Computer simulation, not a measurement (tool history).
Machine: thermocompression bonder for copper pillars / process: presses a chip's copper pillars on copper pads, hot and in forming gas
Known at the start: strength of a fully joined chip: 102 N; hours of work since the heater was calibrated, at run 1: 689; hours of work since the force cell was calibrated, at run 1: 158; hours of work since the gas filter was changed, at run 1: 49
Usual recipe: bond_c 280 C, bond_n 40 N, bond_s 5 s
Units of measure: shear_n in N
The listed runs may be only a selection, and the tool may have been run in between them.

| run | hour | bond_c | bond_n | bond_s | hours of work since the heater was calibrated | hours of work since the force cell was calibrated | hours of work since the gas filter was changed | shear_n |
|---|---|---|---|---|---|---|---|---|
| 1 | 0 | 280 | 40 | 5 | 689 | 158 | 49 | 45.2 |
| 2 | 6.2 | 280 | 40 | 5 | 691 | 161 | 52 | 43.7 |
| 3 | 11.8 | 280 | 40 | 5 | 693 | 163 | 54 | 43.3 |
| 4 | 17.1 | 280 | 40 | 5 | 696 | 165 | 56 | 43.3 |
| 5 | 23.9 | 280 | 40 | 5 | 698 | 168 | 59 | 44.6 |
| 6 | 32.2 | 280 | 40 | 5 | 702 | 171 | 62 | 44.7 |
| 7 | 42.1 | 280 | 40 | 5 | 706 | 175 | 66 | 43.1 |
| 8 | 50.2 | 273 | 40 | 5 | 709 | 178 | 69 | 39.8 |
| 9 | 54.6 | 273 | 40 | 5 | 711 | 180 | 71 | 40 |
| 10 | 61.4 | 273 | 40 | 5 | 713 | 183 | 74 | 39.3 |
| 11 | 67.3 | 273 | 40 | 5 | 716 | 185 | 76 | 41.3 |
| 12 | 74.1 | 273 | 40 | 5 | 718 | 188 | 79 | 40 |
| 13 | 83.3 | 273 | 40 | 5 | 722 | 191 | 83 | 40 |
| 14 | 91.7 | 273 | 40 | 5 | 725 | 195 | 86 | 39.2 |
| 15 | 102 | 273 | 40 | 5 | 730 | 199 | 90 | 39.6 |
| 16 | 107.8 | 273 | 40 | 14 | 732 | 201 | 92 | 57.8 |
|  | 112.2 | heater calibrated with a thermocouple chip |
| 17 | 115.6 | 280 | 40 | 4 | 1 | 204 | 95 | 32.7 |
| 18 | 122.2 | 280 | 40 | 4 | 4 | 206 | 97 | 32.6 |
| 19 | 126.5 | 280 | 32 | 5 | 6 | 208 | 99 | 30.9 |
| 20 | 136 | 280 | 32 | 5 | 10 | 212 | 103 | 29.9 |
| 21 | 141.4 | 280 | 32 | 5 | 12 | 214 | 105 | 31.2 |
| 22 | 147 | 250 | 45 | 5 | 14 | 216 | 107 | 22.4 |
| 23 | 156.3 | 250 | 45 | 5 | 18 | 220 | 111 | 23.3 |
| 24 | 162.8 | 250 | 45 | 5 | 20 | 222 | 114 | 23.4 |
| 25 | 171.1 | 253 | 40 | 5 | 24 | 226 | 117 | 22.4 |
| 26 | 177.6 | 253 | 40 | 5 | 26 | 228 | 120 | 23.4 |
| 27 | 185.4 | 280 | 40 | 6 | 29 | 232 | 123 | 38.8 |
| 28 | 195.2 | 280 | 40 | 6 | 33 | 235 | 127 | 37.6 |
| 29 | 200.5 | 254 | 24 | 4 | 35 | 238 | 129 | 13.8 |
| 30 | 206.1 | 274 | 43 | 6 | 38 | 240 | 131 | 36.9 |
| 31 | 215.7 | 269 | 56 | 6 | 41 | 244 | 135 | 41.4 |
| 32 | 220 | 269 | 56 | 6 | 43 | 245 | 137 | 41.3 |
| 33 | 228 | 280 | 40 | 6 | 46 | 249 | 140 | 39.6 |
| 34 | 237.2 | 280 | 40 | 6 | 50 | 252 | 143 | 38.7 |
| 35 | 246 | 280 | 40 | 6 | 54 | 256 | 147 | 37.7 |
| 36 | 252.4 | 294 | 32 | 6 | 56 | 258 | 150 | 41.2 |
| 37 | 258.5 | 298 | 38 | 5 | 59 | 261 | 152 | 44.8 |
| 38 | 267.8 | 264 | 58 | 5 | 62 | 265 | 156 | 36.4 |
| 39 | 276.1 | 264 | 58 | 5 | 66 | 268 | 159 | 36.4 |

Each row is a separate what-if for the run after 39, all from the same tool condition, not one after another. Results?
| A | 284.1 | 296 | 30 | 3 | 69 | 271 | 162 | ? |
| B | 284.1 | 280 | 40 | 5 | 69 | 271 | 162 | ? |
| C | 284.1 | 264 | 38 | 5 | 69 | 271 | 162 | ? |

| run | shear_n |
|---|---|
| A | 30.8 |
| B | 35.5 |
| C | 26.1 |
Stripped of hidden state, with their random variation kept, the same runs would have yielded:
| run | shear_n |
|---|---|
| A | 30.8 |
| B | 35.5 |
| C | 26.1 |
